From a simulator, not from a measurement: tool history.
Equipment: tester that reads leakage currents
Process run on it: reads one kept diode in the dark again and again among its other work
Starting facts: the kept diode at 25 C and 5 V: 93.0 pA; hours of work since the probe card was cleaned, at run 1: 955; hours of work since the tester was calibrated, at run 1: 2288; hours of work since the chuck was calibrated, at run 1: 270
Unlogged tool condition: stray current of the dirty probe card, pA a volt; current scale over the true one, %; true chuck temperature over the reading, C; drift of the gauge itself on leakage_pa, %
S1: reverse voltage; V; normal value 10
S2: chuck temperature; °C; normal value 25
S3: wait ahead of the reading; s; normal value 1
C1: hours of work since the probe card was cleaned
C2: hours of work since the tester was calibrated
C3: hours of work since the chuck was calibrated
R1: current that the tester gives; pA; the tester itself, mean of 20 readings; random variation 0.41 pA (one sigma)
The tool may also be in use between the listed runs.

run	hour	S1	S2	S3	C1	C2	C3	R1
1	0	10	25	1	955	2288	270	137.94
2	71.4	10	25	1	1001	2334	316	138.5
3	160.8	10	25	0.7	1059	2391	373	140.21
4	258.9	10	25	1	1122	2455	437	139
5	374.4	10	25	1	1196	2529	511	140.27
6	446.4	10	25	1	1242	2575	557	139.55
7	552.2	10	25	1	1310	2643	625	140.38
8	617	10	25	1	1352	2685	667	140.86
9	700	10	25	1	1405	2738	720	141.3
10	827.2	10	25	1	1487	2820	802	142.69
11	912	10	25	1	1542	2875	857	141.94
12	1058.7	10	30	1	1636	2969	951	211.26
13	1151.8	10	30	1	1696	3029	1011	211.5
14	1269.7	10	30	1	1772	3105	1087	212.79
15	1394.9	10	30	1	1852	3185	1167	214.74
16	1486.9	10	25	1	1911	3244	1226	145.55
17	1583	10	41	4.8	1973	3306	1288	486.48
18	1699.4	10	31	0.43	2048	3381	1363	237.82
19	1771	10	31	0.43	2094	3427	1409	239.23
20	1864.9	10	31	0.43	2155	3487	1469	238.18
21	2010.4	7.2	44	1.39	2248	3581	1563	516.7
# hour 2021.5: chuck's temperature calibrated
22	2124.4	7.3	34	0.33	2320	3653	66	241.66
23	2249.6	4.9	48	7.16	2401	3733	147	538.47
24	2329.2	4.9	43	1.56	2452	3785	198	377.83
25	2430.1	15.1	25	1.12	2517	3850	263	174.7
26	2492.2	1.2	20	9.91	2557	3889	303	30.77
27	2605.6	11.8	48	0.77	2630	3962	376	855.61
28	2701.3	11.8	48	0.77	2691	4024	437	857.95
29	2799.5	7.9	48	6.57	2754	4087	500	697.44
# hour 2910.4: probe card cleaned and baked
30	2942.9	7.9	48	6.57	21	4177	591	693.48
31	3087.7	7.9	48	6.57	114	4271	684	700.54

Hidden state at the last listed run before each entry between runs and at the first one after, where it differs:
Run 21 -> run 22: chuck's temperature calibrated (hour 2021.5)
  stray current of the dirty probe card, pA a volt: 0.233 -> 0.239; current scale over the true one, %: 0.75 -> 0.76; true chuck temperature over the reading, C: 0.82 -> 0.05
  difference, measured minus the result without the unlogged condition, R1: +34.7 -> +4.28 pA
Run 29 -> run 30: probe card cleaned and baked (hour 2910.4)
  stray current of the dirty probe card, pA a volt: 0.28 -> 0.025; current scale over the true one, %: 0.87 -> 0.89; true chuck temperature over the reading, C: 0.28 -> 0.33
  difference, measured minus the result without the unlogged condition, R1: +21.52 -> +22.07 pA
